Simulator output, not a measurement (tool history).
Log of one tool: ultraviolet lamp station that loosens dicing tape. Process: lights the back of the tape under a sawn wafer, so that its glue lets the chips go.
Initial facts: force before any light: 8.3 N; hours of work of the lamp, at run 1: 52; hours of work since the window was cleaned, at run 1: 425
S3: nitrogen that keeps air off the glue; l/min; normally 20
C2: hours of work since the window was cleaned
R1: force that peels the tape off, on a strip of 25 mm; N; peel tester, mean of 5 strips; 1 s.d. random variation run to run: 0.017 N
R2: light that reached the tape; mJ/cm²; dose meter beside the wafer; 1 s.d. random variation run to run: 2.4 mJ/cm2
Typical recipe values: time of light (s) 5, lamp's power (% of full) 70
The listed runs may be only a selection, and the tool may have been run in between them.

{"run": 1, "hour": 0.0, "time of light (s)": 5, "lamp's power (% of full)": 70, "S3": 20, "hours of work of the lamp": 52, "C2": 425, "R1": 1.041, "R2": 226}
{"run": 2, "hour": 40.6, "time of light (s)": 5, "lamp's power (% of full)": 70, "S3": 20, "hours of work of the lamp": 83, "C2": 457, "R1": 1.075, "R2": 223}
{"run": 3, "hour": 67.2, "time of light (s)": 5, "lamp's power (% of full)": 66, "S3": 20, "hours of work of the lamp": 104, "C2": 477, "R1": 1.286, "R2": 207}
{"run": 4, "hour": 116.4, "time of light (s)": 5, "lamp's power (% of full)": 66, "S3": 20, "hours of work of the lamp": 142, "C2": 515, "R1": 1.284, "R2": 208}
{"run": 5, "hour": 149.9, "time of light (s)": 5, "lamp's power (% of full)": 68, "S3": 20, "hours of work of the lamp": 168, "C2": 541, "R1": 1.233, "R2": 206}
{"run": 6, "hour": 183.7, "time of light (s)": 5, "lamp's power (% of full)": 70, "S3": 20, "hours of work of the lamp": 194, "C2": 567, "R1": 1.166, "R2": 211}
{"hour": 210.2, "done": "window cleaned of glue's vapour"}
{"run": 7, "hour": 217.3, "time of light (s)": 5, "lamp's power (% of full)": 70, "S3": 20, "hours of work of the lamp": 219, "C2": 5, "R1": 0.971, "R2": 238}
{"run": 8, "hour": 267.6, "time of light (s)": 5, "lamp's power (% of full)": 70, "S3": 20, "hours of work of the lamp": 258, "C2": 44, "R1": 1.012, "R2": 231}
{"run": 9, "hour": 313.9, "time of light (s)": 5, "lamp's power (% of full)": 70, "S3": 20, "hours of work of the lamp": 294, "C2": 80, "R1": 1.056, "R2": 228}
{"run": 10, "hour": 360.9, "time of light (s)": 5, "lamp's power (% of full)": 70, "S3": 20, "hours of work of the lamp": 331, "C2": 117, "R1": 1.069, "R2": 222}
{"run": 11, "hour": 400.9, "time of light (s)": 5, "lamp's power (% of full)": 70, "S3": 20, "hours of work of the lamp": 362, "C2": 148, "R1": 1.097, "R2": 224}
{"run": 12, "hour": 426.1, "time of light (s)": 5, "lamp's power (% of full)": 70, "S3": 20, "hours of work of the lamp": 381, "C2": 167, "R1": 1.131, "R2": 215}
{"run": 13, "hour": 469.1, "time of light (s)": 5, "lamp's power (% of full)": 70, "S3": 20, "hours of work of the lamp": 414, "C2": 201, "R1": 1.175, "R2": 211}
{"run": 14, "hour": 494.1, "time of light (s)": 5, "lamp's power (% of full)": 70, "S3": 20, "hours of work of the lamp": 434, "C2": 220, "R1": 1.199, "R2": 214}
{"run": 15, "hour": 542.5, "time of light (s)": 5, "lamp's power (% of full)": 70, "S3": 20, "hours of work of the lamp": 471, "C2": 257, "R1": 1.3, "R2": 211}
{"run": 16, "hour": 565.7, "time of light (s)": 5, "lamp's power (% of full)": 70, "S3": 20, "hours of work of the lamp": 489, "C2": 275, "R1": 1.258, "R2": 211}
{"run": 17, "hour": 604.4, "time of light (s)": 5, "lamp's power (% of full)": 70, "S3": 20, "hours of work of the lamp": 519, "C2": 305, "R1": 1.314, "R2": 205}
{"run": 18, "hour": 642.3, "time of light (s)": 5, "lamp's power (% of full)": 70, "S3": 20, "hours of work of the lamp": 549, "C2": 335, "R1": 1.318, "R2": 199}
{"run": 19, "hour": 667.9, "time of light (s)": 4, "lamp's power (% of full)": 70, "S3": 20, "hours of work of the lamp": 568, "C2": 354, "R1": 1.994, "R2": 160}
{"run": 20, "hour": 696.9, "time of light (s)": 4, "lamp's power (% of full)": 70, "S3": 20, "hours of work of the lamp": 591, "C2": 377, "R1": 1.92, "R2": 153}
{"run": 21, "hour": 725.8, "time of light (s)": 5, "lamp's power (% of full)": 70, "S3": 20, "hours of work of the lamp": 613, "C2": 399, "R1": 1.437, "R2": 194}
{"run": 22, "hour": 749.6, "time of light (s)": 8, "lamp's power (% of full)": 70, "S3": 20, "hours of work of the lamp": 632, "C2": 418, "R1": 0.577, "R2": 307}
{"run": 23, "hour": 770.3, "time of light (s)": 6, "lamp's power (% of full)": 75, "S3": 8, "hours of work of the lamp": 648, "C2": 434, "R1": 1.497, "R2": 243}
{"run": 24, "hour": 814.7, "time of light (s)": 2, "lamp's power (% of full)": 65, "S3": 25, "hours of work of the lamp": 682, "C2": 468, "R1": 4.274, "R2": 68}
{"run": 25, "hour": 836.1, "time of light (s)": 5, "lamp's power (% of full)": 76, "S3": 7, "hours of work of the lamp": 699, "C2": 485, "R1": 2.163, "R2": 196}
{"run": 26, "hour": 864.7, "time of light (s)": 7, "lamp's power (% of full)": 75, "S3": 8, "hours of work of the lamp": 721, "C2": 507, "R1": 1.224, "R2": 268}
{"run": 27, "hour": 895.4, "time of light (s)": 9, "lamp's power (% of full)": 65, "S3": 8, "hours of work of the lamp": 745, "C2": 531, "R1": 1.043, "R2": 298}
{"run": 28, "hour": 942.2, "time of light (s)": 2, "lamp's power (% of full)": 73, "S3": 11, "hours of work of the lamp": 781, "C2": 567, "R1": 4.618, "R2": 73}
{"hour": 968.9, "done": "window cleaned of glue's vapour"}
{"run": 29, "hour": 982.7, "time of light (s)": 5, "lamp's power (% of full)": 62, "S3": 20, "hours of work of the lamp": 812, "C2": 11, "R1": 1.761, "R2": 176}
{"run": 30, "hour": 1030.0, "time of light (s)": 3, "lamp's power (% of full)": 62, "S3": 22, "hours of work of the lamp": 848, "C2": 47, "R1": 3.351, "R2": 98}
{"run": 31, "hour": 1063.7, "time of light (s)": 3, "lamp's power (% of full)": 62, "S3": 22, "hours of work of the lamp": 875, "C2": 73, "R1": 3.146, "R2": 100}
{"run": 32, "hour": 1084.4, "time of light (s)": 8, "lamp's power (% of full)": 98, "S3": 9, "hours of work of the lamp": 891, "C2": 89, "R1": 0.504, "R2": 414}
{"run": 33, "hour": 1126.6, "time of light (s)": 5, "lamp's power (% of full)": 70, "S3": 24, "hours of work of the lamp": 923, "C2": 122, "R1": 1.449, "R2": 184}
{"run": 34, "hour": 1149.6, "time of light (s)": 9, "lamp's power (% of full)": 93, "S3": 20, "hours of work of the lamp": 941, "C2": 140, "R1": 0.274, "R2": 434}
{"hour": 1179.7, "done": "lamp changed"}
{"run": 35, "hour": 1179.7, "time of light (s)": 9, "lamp's power (% of full)": 93, "S3": 20, "hours of work of the lamp": 0, "C2": 162, "R1": 0.175, "R2": 585}
{"run": 36, "hour": 1200.5, "time of light (s)": 4, "lamp's power (% of full)": 95, "S3": 20, "hours of work of the lamp": 16, "C2": 179, "R1": 0.799, "R2": 263}
{"run": 37, "hour": 1249.2, "time of light (s)": 4, "lamp's power (% of full)": 69, "S3": 15, "hours of work of the lamp": 54, "C2": 216, "R1": 1.714, "R2": 185}
{"run": 38, "hour": 1290.6, "time of light (s)": 4, "lamp's power (% of full)": 69, "S3": 15, "hours of work of the lamp": 86, "C2": 248, "R1": 1.742, "R2": 185}
{"run": 39, "hour": 1340.0, "time of light (s)": 4, "lamp's power (% of full)": 69, "S3": 15, "hours of work of the lamp": 124, "C2": 287, "R1": 1.771, "R2": 184}
{"run": 40, "hour": 1360.5, "time of light (s)": 5, "lamp's power (% of full)": 80, "S3": 9, "hours of work of the lamp": 140, "C2": 302, "R1": 1.27, "R2": 260}
{"run": 41, "hour": 1393.2, "time of light (s)": 5, "lamp's power (% of full)": 96, "S3": 10, "hours of work of the lamp": 165, "C2": 328, "R1": 0.843, "R2": 305}
{"run": 42, "hour": 1435.7, "time of light (s)": 5, "lamp's power (% of full)": 96, "S3": 16, "hours of work of the lamp": 198, "C2": 361, "R1": 0.655, "R2": 306}
{"run": 43, "hour": 1478.0, "time of light (s)": 5, "lamp's power (% of full)": 62, "S3": 20, "hours of work of the lamp": 231, "C2": 393, "R1": 1.363, "R2": 193}
{"run": 44, "hour": 1519.3, "time of light (s)": 2, "lamp's power (% of full)": 62, "S3": 18, "hours of work of the lamp": 263, "C2": 425, "R1": 4.245, "R2": 73}

The same runs without the tool's hidden state, with the same run-to-run variation:
Hidden conditions of the tool in this case: lamp's light, % of a new lamp's; light that the window lets through, % of a clean one's; drift of the gauge itself on peel_n, %; drift of the gauge itself on dose_mj_cm2, %.
run=1 R1=0.829 R2=254
run=2 R1=0.830 R2=254
run=3 R1=0.984 R2=238
run=4 R1=0.949 R2=245
run=5 R1=0.884 R2=245
run=6 R1=0.811 R2=255
run=7 R1=0.833 R2=257
run=8 R1=0.836 R2=254
run=9 R1=0.843 R2=256
run=10 R1=0.821 R2=254
run=11 R1=0.818 R2=259
run=12 R1=0.829 R2=253
run=13 R1=0.833 R2=253
run=14 R1=0.834 R2=258
run=15 R1=0.871 R2=259
run=16 R1=0.832 R2=261
run=17 R1=0.846 R2=258
run=18 R1=0.824 R2=255
run=19 R1=1.321 R2=207
run=20 R1=1.247 R2=202
run=21 R1=0.843 R2=258
run=22 R1=0.302 R2=412
run=23 R1=0.857 R2=329
run=24 R1=3.296 R2=95
run=25 R1=1.302 R2=274
run=26 R1=0.608 R2=381
run=27 R1=0.489 R2=427
run=28 R1=3.538 R2=107
run=29 R1=1.097 R2=230
run=30 R1=2.412 R2=133
run=31 R1=2.232 R2=136
run=32 R1=0.257 R2=571
run=33 R1=0.764 R2=258
run=34 R1=0.169 R2=616
run=35 R1=0.168 R2=610
run=36 R1=0.718 R2=276
run=37 R1=1.537 R2=198
run=38 R1=1.523 R2=202
run=39 R1=1.500 R2=204
run=40 R1=1.030 R2=292
run=41 R1=0.646 R2=347
run=42 R1=0.476 R2=353
run=43 R1=1.020 R2=227
run=44 R1=3.714 R2=88

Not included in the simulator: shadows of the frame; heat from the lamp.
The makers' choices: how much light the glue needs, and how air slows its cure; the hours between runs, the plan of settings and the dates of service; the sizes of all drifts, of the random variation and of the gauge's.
